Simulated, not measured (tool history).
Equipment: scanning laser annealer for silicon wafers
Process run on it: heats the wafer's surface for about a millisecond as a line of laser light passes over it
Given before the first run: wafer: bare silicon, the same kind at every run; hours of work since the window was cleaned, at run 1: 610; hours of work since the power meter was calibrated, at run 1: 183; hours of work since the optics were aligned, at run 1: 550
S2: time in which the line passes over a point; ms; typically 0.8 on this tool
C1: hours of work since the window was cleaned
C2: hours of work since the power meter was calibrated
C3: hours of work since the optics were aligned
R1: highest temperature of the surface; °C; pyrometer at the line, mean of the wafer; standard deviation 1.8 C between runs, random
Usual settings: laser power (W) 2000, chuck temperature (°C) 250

run 1 hour=0 | laser_power_(W)=2000 S2=0.8 chuck_temperature_(°C)=250 | C1=610 C2=183 C3=550 | R1=930
run 2 hour=18 | laser_power_(W)=2000 S2=0.8 chuck_temperature_(°C)=250 | C1=617 C2=191 C3=557 | R1=930
run 3 hour=28.7 | laser_power_(W)=2000 S2=0.8 chuck_temperature_(°C)=250 | C1=622 C2=195 C3=562 | R1=932
run 4 hour=44.1 | laser_power_(W)=2000 S2=0.8 chuck_temperature_(°C)=250 | C1=628 C2=201 C3=568 | R1=931
run 5 hour=61.6 | laser_power_(W)=2000 S2=0.8 chuck_temperature_(°C)=250 | C1=635 C2=208 C3=575 | R1=934
run 6 hour=83.6 | laser_power_(W)=2000 S2=0.8 chuck_temperature_(°C)=250 | C1=644 C2=217 C3=584 | R1=931
run 7 hour=106.4 | laser_power_(W)=2000 S2=0.743 chuck_temperature_(°C)=250 | C1=653 C2=226 C3=593 | R1=907
-- hour=111.2 laser's power meter calibrated
run 8 hour=127.7 | laser_power_(W)=2000 S2=0.8 chuck_temperature_(°C)=250 | C1=660 C2=7 C3=600 | R1=929
run 9 hour=142.1 | laser_power_(W)=1774 S2=0.8 chuck_temperature_(°C)=250 | C1=666 C2=12 C3=606 | R1=830
run 10 hour=162.9 | laser_power_(W)=2000 S2=0.8 chuck_temperature_(°C)=250 | C1=675 C2=21 C3=614 | R1=931
run 11 hour=181.8 | laser_power_(W)=2000 S2=0.8 chuck_temperature_(°C)=250 | C1=682 C2=28 C3=622 | R1=931
run 12 hour=196.7 | laser_power_(W)=2000 S2=0.709 chuck_temperature_(°C)=250 | C1=688 C2=34 C3=628 | R1=894
run 13 hour=208.2 | laser_power_(W)=2000 S2=0.709 chuck_temperature_(°C)=250 | C1=693 C2=39 C3=633 | R1=895
run 14 hour=227.3 | laser_power_(W)=2000 S2=0.709 chuck_temperature_(°C)=250 | C1=700 C2=47 C3=640 | R1=897
-- hour=247.4 laser's power meter calibrated, once more
run 15 hour=252.8 | laser_power_(W)=1875 S2=0.709 chuck_temperature_(°C)=286 | C1=709 C2=2 C3=649 | R1=876
run 16 hour=274.3 | laser_power_(W)=2063 S2=0.657 chuck_temperature_(°C)=259 | C1=718 C2=11 C3=658 | R1=904
run 17 hour=287.6 | laser_power_(W)=2063 S2=0.657 chuck_temperature_(°C)=259 | C1=723 C2=16 C3=663 | R1=904
run 18 hour=299.7 | laser_power_(W)=2010 S2=0.8 chuck_temperature_(°C)=250 | C1=728 C2=21 C3=668 | R1=928
run 19 hour=309.2 | laser_power_(W)=2010 S2=0.605 chuck_temperature_(°C)=273 | C1=732 C2=25 C3=672 | R1=871
run 20 hour=322 | laser_power_(W)=2010 S2=0.605 chuck_temperature_(°C)=273 | C1=737 C2=30 C3=677 | R1=871
run 21 hour=337.3 | laser_power_(W)=1706 S2=0.8 chuck_temperature_(°C)=264 | C1=743 C2=36 C3=683 | R1=810
run 22 hour=357.1 | laser_power_(W)=2055 S2=0.635 chuck_temperature_(°C)=248 | C1=751 C2=44 C3=691 | R1=879
run 23 hour=367.5 | laser_power_(W)=2046 S2=0.907 chuck_temperature_(°C)=289 | C1=756 C2=48 C3=695 | R1=1017
run 24 hour=382.1 | laser_power_(W)=2046 S2=0.907 chuck_temperature_(°C)=289 | C1=761 C2=54 C3=701 | R1=1014
run 25 hour=393.3 | laser_power_(W)=2021 S2=0.583 chuck_temperature_(°C)=258 | C1=766 C2=59 C3=706 | R1=852

Predict each of these 3 candidate next runs independently; none follows another, all start after run 25:
run A hour=407.6 | laser_power_(W)=1799 S2=0.606 chuck_temperature_(°C)=245 | C1=772 C2=64 C3=712 | R1=?
run B hour=407.6 | laser_power_(W)=1819 S2=0.8 chuck_temperature_(°C)=281 | C1=772 C2=64 C3=712 | R1=?
run C hour=407.6 | laser_power_(W)=2021 S2=0.571 chuck_temperature_(°C)=258 | C1=772 C2=64 C3=712 | R1=?

run=A R1=764
run=B R1=875
run=C R1=846
Without the tool's unlogged condition, the same runs would have read:
run=A R1=804
run=B R1=920
run=C R1=892
